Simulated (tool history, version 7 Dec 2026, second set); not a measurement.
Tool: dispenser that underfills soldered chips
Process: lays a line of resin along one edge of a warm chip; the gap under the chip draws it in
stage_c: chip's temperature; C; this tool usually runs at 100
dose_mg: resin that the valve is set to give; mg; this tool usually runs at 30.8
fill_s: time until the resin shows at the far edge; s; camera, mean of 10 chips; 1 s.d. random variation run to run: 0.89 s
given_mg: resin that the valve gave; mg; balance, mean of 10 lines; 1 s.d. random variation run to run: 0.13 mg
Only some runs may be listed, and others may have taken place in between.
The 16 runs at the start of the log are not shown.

| run | day | stage_c | dose_mg | hours of work since the syringe was changed | hours of work since the valve was cleaned | hours of work since the stage was calibrated | fill_s | given_mg |
|---|---|---|---|---|---|---|---|---|
|  | 7.342 | new syringe of resin |
| 17 | 7.525 | 100 | 26.5 | 3 | 34 | 156 | 99.8 | 25.81 |
|  | 7.738 | new syringe of resin |
|  | 8.129 | new syringe of resin |
| 18 | 8.129 | 105 | 39.2 | 0 | 44 | 166 | 71.6 | 38.31 |
|  | 8.508 | new syringe of resin |
| 19 | 8.554 | 108 | 39.5 | 1 | 51 | 173 | 67.9 | 38.39 |
|  | 8.917 | new syringe of resin |
| 20 | 9.033 | 108 | 39.5 | 2 | 58 | 181 | 70.3 | 38.35 |
|  | 9.312 | new syringe of resin |
| 21 | 9.571 | 100 | 38.5 | 4 | 67 | 189 | 98.8 | 37.17 |
|  | 9.725 | new syringe of resin |
|  | 9.854 | dispensing valve cleaned and set on the balance |
|  | 10.15 | new syringe of resin |
| 22 | 10.15 | 95 | 32.1 | 0 | 5 | 198 | 100.2 | 32.01 |
|  | 10.533 | new syringe of resin |
| 23 | 10.579 | 95 | 32.1 | 1 | 12 | 205 | 104.8 | 32 |
|  | 10.921 | new syringe of resin |
| 24 | 10.958 | 90 | 38.8 | 1 | 18 | 211 | 118.3 | 38.48 |
|  | 11.342 | new syringe of resin |
| 25 | 11.483 | 87 | 35.7 | 2 | 27 | 220 | 143.6 | 35.1 |
|  | 11.733 | new syringe of resin |
| 26 | 11.808 | 87 | 35.7 | 1 | 32 | 225 | 136.2 | 35.06 |
|  | 12.125 | new syringe of resin |
| 27 | 12.238 | 92 | 37.4 | 2 | 39 | 232 | 117.5 | 36.63 |
|  | 12.533 | new syringe of resin |
| 28 | 12.612 | 105 | 38.9 | 1 | 45 | 238 | 76.4 | 38.41 |
|  | 12.933 | new syringe of resin |
| 29 | 13 | 105 | 38.9 | 1 | 51 | 244 | 77.7 | 37.56 |
|  | 13.329 | new syringe of resin |
| 30 | 13.6 | 107 | 38.6 | 5 | 61 | 254 | 81.6 | 37.46 |
|  | 13.721 | new syringe of resin |
| 31 | 13.958 | 98 | 31.6 | 4 | 67 | 260 | 108.7 | 30.42 |
|  | 14.104 | new syringe of resin |
|  | 14.258 | dispensing valve cleaned and set on the balance |
|  | 14.538 | new syringe of resin |
| 32 | 14.604 | 109 | 29 | 1 | 6 | 270 | 68.9 | 28.76 |
|  | 14.933 | new syringe of resin |
| 33 | 15.096 | 109 | 29 | 3 | 14 | 278 | 75.5 | 28.79 |

Branching from run 33: 4 alternative next runs. What would each branch give?
|  | 15.342 | new syringe of resin |
| A | 15.371 | 100 | 30.9 | 0 | 18 | 282 | ? | ? |
|  | 15.342 | new syringe of resin |
| B | 15.371 | 108 | 34.4 | 0 | 18 | 282 | ? | ? |
|  | 15.342 | new syringe of resin |
| C | 15.371 | 103 | 39.5 | 0 | 18 | 282 | ? | ? |
|  | 15.342 | new syringe of resin |
| D | 15.371 | 110 | 35.3 | 0 | 18 | 282 | ? | ? |

| run | fill_s | given_mg |
|---|---|---|
| A | 88.6 | 30.54 |
| B | 68.1 | 34.08 |
| C | 77.8 | 39 |
| D | 63.6 | 34.71 |
With the hidden condition removed and each run's random variation left untouched, the same runs would have given:
| run | fill_s | given_mg |
|---|---|---|
| A | 83.5 | 30.86 |
| B | 64.3 | 34.44 |
| C | 73.5 | 39.41 |
| D | 60.2 | 35.07 |

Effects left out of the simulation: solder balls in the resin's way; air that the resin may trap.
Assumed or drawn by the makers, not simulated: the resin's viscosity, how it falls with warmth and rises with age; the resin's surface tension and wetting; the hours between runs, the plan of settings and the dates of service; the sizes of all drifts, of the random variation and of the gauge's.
